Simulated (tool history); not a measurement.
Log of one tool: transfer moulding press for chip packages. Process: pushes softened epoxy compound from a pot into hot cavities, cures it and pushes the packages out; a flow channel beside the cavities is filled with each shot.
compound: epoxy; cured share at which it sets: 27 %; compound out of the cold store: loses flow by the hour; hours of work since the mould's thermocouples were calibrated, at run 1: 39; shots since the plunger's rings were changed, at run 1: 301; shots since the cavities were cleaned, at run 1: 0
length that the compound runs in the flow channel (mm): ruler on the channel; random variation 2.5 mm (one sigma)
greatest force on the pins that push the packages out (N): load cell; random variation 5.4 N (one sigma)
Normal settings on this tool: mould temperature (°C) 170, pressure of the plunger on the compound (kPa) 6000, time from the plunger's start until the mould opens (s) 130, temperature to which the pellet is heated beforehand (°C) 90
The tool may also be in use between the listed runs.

run   hour  mould temperature (°C)  pressure of the plunger on the compound (kPa)  time from the plunger's start until the mould opens (s)  temperature to which the pellet is heated beforehand (°C)  hours of work since the mould's thermocouples were calibrated  shots since the plunger's rings were changed  shots since the cavities were cleaned  incoming compound's hours out of the cold store  length that the compound runs in the flow channel (mm)  greatest force on the pins that push the packages out (N)
  1    0.0                     170                                           6000                                                      130                                                         90                                                             39                                           301                                      0                                             36.5                                                     561                                                        183
  2   13.1                     170                                           6000                                                      130                                                         90                                                             45                                           401                                    100                                             13.1                                                     647                                                        215
  3   21.7                     170                                           6000                                                      130                                                         90                                                             50                                           467                                    166                                             32.9                                                     570                                                        209
  4   28.4                     170                                           6960                                                      130                                                         90                                                             54                                           518                                    217                                             19.6                                                     666                                                        220
  5   44.0                     170                                           6000                                                      166                                                         90                                                             62                                           637                                    336                                             42.0                                                     543                                                        219
  6   51.4                     170                                           6000                                                      166                                                         90                                                             66                                           694                                    393                                             27.1                                                     594                                                        223
  7   60.2                     170                                           6000                                                      166                                                         90                                                             71                                           761                                    460                                             19.0                                                     620                                                        231
  8   73.9                     170                                           6000                                                      113                                                         90                                                             78                                           866                                    565                                             12.3                                                     647                                                        336
  9   82.2                     170                                           6000                                                      113                                                         90                                                             82                                           929                                    628                                             23.9                                                     605                                                        314
 10   93.6                     170                                           6000                                                      142                                                         90                                                             88                                          1016                                    715                                             16.6                                                     630                                                        259
 11  105.9                     170                                           6000                                                      142                                                         90                                                             95                                          1110                                    809                                             43.8                                                     530                                                        265
 12  115.1                     170                                           6000                                                      142                                                         90                                                            100                                          1181                                    880                                             21.4                                                     609                                                        263
 13  127.6                     170                                           6000                                                      130                                                         90                                                            106                                          1276                                    975                                             45.0                                                     522                                                        284
 14  143.7                     170                                           6000                                                      130                                                         90                                                            115                                          1400                                   1099                                             32.0                                                     571                                                        294
     155.6  -- cavities cleaned with cleaning compound and waxed
 15  155.6                     170                                           6000                                                      130                                                         89                                                            121                                          1479                                      0                                             34.3                                                     560                                                        180
 16  164.2                     170                                           7420                                                      130                                                         90                                                            125                                          1545                                     66                                             24.0                                                     666                                                        190
 17  178.9                     170                                           5640                                                      130                                                         91                                                            133                                          1657                                    178                                             27.2                                                     563                                                        207
 18  187.2                     170                                           5640                                                      130                                                         91                                                            137                                          1721                                    242                                             26.2                                                     569                                                        224
 19  203.8                     170                                           5220                                                      124                                                         90                                                            146                                          1848                                    369                                             14.8                                                     588                                                        251
 20  214.3                     163                                           5220                                                      124                                                         90                                                            152                                          1928                                    449                                              8.3                                                     637                                                        424
 21  227.7                     163                                           5220                                                      124                                                         90                                                            159                                          2031                                    552                                              9.7                                                     626                                                        438
 22  238.6                     170                                           6000                                                      125                                                         93                                                            165                                          2114                                    635                                             10.9                                                     648                                                        288
 23  248.4                     170                                           7110                                                      130                                                         90                                                            170                                          2189                                    710                                             34.0                                                     610                                                        273
 24  256.3                     170                                           7110                                                      130                                                         90                                                            174                                          2250                                    771                                             31.3                                                     616                                                        278
 25  271.9                     170                                           7130                                                      130                                                         98                                                            182                                          2369                                    890                                             42.1                                                     574                                                        298
 26  283.9                     172                                           4610                                                      138                                                         92                                                            189                                          2460                                    981                                             47.2                                                     446                                                        276
 27  294.3                     164                                           6000                                                      130                                                         99                                                            194                                          2540                                   1061                                             36.6                                                     563                                                        368
 28  307.8                     164                                           5060                                                      124                                                         84                                                            201                                          2643                                   1164                                             31.2                                                     534                                                        436
     310.9  -- cavities cleaned with cleaning compound and waxed
 29  318.1                     165                                           7240                                                      163                                                         89                                                            206                                          2710                                     54                                             10.2                                                     724                                                        196

Below are 4 alternative next runs, each starting from the tool's condition after run 29. Predict each:
  A  329.9                     165                                           4850                                                      163                                                         85                                                            212                                          2801                                    145                                             12.5                                                       ?                                                          ?
  B  329.9                     165                                           6590                                                      130                                                         82                                                            212                                          2801                                    145                                             37.5                                                       ?                                                          ?
  C  329.9                     170                                           5480                                                      123                                                         89                                                            212                                          2801                                    145                                             13.7                                                       ?                                                          ?
  D  329.9                     170                                           7040                                                      143                                                         90                                                            212                                          2801                                    145                                             16.1                                                       ?                                                          ?

run  length that the compound runs in the flow channel (mm)  greatest force on the pins that push the packages out (N)
  A                                                     585                                                        211
  B                                                     584                                                        242
  C                                                     599                                                        220
  D                                                     672                                                        205
With no hidden state in the tool, these same runs would have given:
run  length that the compound runs in the flow channel (mm)  greatest force on the pins that push the packages out (N)
  A                                                     600                                                        181
  B                                                     599                                                        208
  C                                                     615                                                        188
  D                                                     690                                                        174
